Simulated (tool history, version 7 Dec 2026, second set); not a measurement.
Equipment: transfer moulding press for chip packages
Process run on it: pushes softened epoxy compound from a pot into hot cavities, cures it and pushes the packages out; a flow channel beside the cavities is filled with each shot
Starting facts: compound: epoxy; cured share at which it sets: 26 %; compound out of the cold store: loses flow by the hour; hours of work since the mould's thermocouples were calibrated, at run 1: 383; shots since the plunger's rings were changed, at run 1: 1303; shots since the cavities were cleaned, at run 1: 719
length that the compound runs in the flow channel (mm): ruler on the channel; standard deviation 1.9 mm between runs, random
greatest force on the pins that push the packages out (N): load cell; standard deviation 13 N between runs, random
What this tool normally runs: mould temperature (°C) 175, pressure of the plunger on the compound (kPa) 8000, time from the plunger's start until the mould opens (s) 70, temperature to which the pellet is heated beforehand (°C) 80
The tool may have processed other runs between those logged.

run	hour	mould temperature (°C)	pressure of the plunger on the compound (kPa)	time from the plunger's start until the mould opens (s)	temperature to which the pellet is heated beforehand (°C)	hours of work since the mould's thermocouples were calibrated	shots since the plunger's rings were changed	shots since the cavities were cleaned	incoming compound's hours out of the cold store	length that the compound runs in the flow channel (mm)	greatest force on the pins that push the packages out (N)
1	0	175	8000	70	80	383	1303	719	22.2	623	930
# hour 13.3: mould's thermocouples calibrated
# hour 37.8: cavities cleaned with cleaning compound and waxed
2	43.1	175	8000	70	80	17	1831	70	43.4	556	633
3	67.4	175	8000	70	80	31	2156	395	42.8	549	853
4	98.7	175	8000	70	80	49	2573	812	47.5	531	958
# hour 104.2: plunger's sealing rings changed
# hour 130.9: cavities cleaned with cleaning compound and waxed
5	130.9	175	8000	70	80	66	336	0	26.3	626	623
6	157.3	175	8000	70	80	81	689	353	36.4	589	781
7	195.3	175	8150	70	80	103	1196	860	22.3	637	1059
8	216.7	175	8150	70	80	116	1481	1145	9.7	674	1145
# hour 221.6: cavities cleaned with cleaning compound and waxed
9	242.6	175	8150	70	80	130	1807	280	43.9	559	742
10	263.9	175	8150	60	80	143	2091	564	22.7	619	1447
11	282.8	175	6080	70	80	154	2343	816	10.5	571	1105
# hour 305.9: plunger's sealing rings changed
12	306.8	175	6080	70	80	167	12	1104	22.1	559	1081
# hour 314.2: cavities cleaned with cleaning compound and waxed
13	345.6	175	8000	70	80	188	509	419	43.9	569	804
14	375.3	175	8000	70	83	206	905	815	8.7	677	1012
# hour 404: cavities cleaned with cleaning compound and waxed
15	416.3	175	8000	70	83	229	1432	163	9.1	669	725
16	443.9	175	8000	70	83	245	1801	532	19.9	623	907
17	477.8	171	7750	70	83	265	2253	984	12.5	647	1435
# hour 494.6: cavities cleaned with cleaning compound and waxed
18	498.8	178	8000	70	80	276	2513	56	45.1	535	499
# hour 511.6: plunger's sealing rings changed
19	520	175	8850	60	85	287	114	307	41.3	607	1133
20	537.9	179	7950	60	85	298	352	545	15.2	651	1043
21	575.6	179	7950	60	85	320	856	1049	19.7	629	1253
# hour 589: cavities cleaned with cleaning compound and waxed
22	614.7	179	7950	60	85	342	1357	343	9.3	657	1030
23	653.4	179	7950	60	85	365	1874	860	31.7	578	1083
# hour 678.3: cavities cleaned with cleaning compound and waxed
24	693.9	179	9340	60	77	388	2394	209	35.4	609	840
# hour 698.3: mould's thermocouples calibrated
# hour 715.2: plunger's sealing rings changed
25	735.1	172	8250	65	86	20	266	699	31.8	623	1361
26	752.4	172	8250	65	86	30	497	930	32.8	616	1495
# hour 771.9: cavities cleaned with cleaning compound and waxed
27	782.7	172	8250	65	86	47	881	144	13.4	678	1037
28	810.1	183	6940	94	83	63	1247	510	11.5	607	488

Here are 4 independent what-if runs from the current tool condition. What would each one return?
A	838.3	183	9910	75	89	80	1624	887	13.1	?	?
B	838.3	178	7810	70	89	80	1624	887	10.8	?	?
C	838.3	180	8000	70	80	80	1624	887	43.5	?	?
D	838.3	179	6940	110	77	80	1624	887	21.6	?	?

run	length that the compound runs in the flow channel (mm)	greatest force on the pins that push the packages out (N)
A	709	609
B	650	847
C	549	720
D	575	543
Take away the tool's hidden state, keep each run's random variation, and the runs would have read:
run	length that the compound runs in the flow channel (mm)	greatest force on the pins that push the packages out (N)
A	733	357
B	671	508
C	567	429
D	594	318
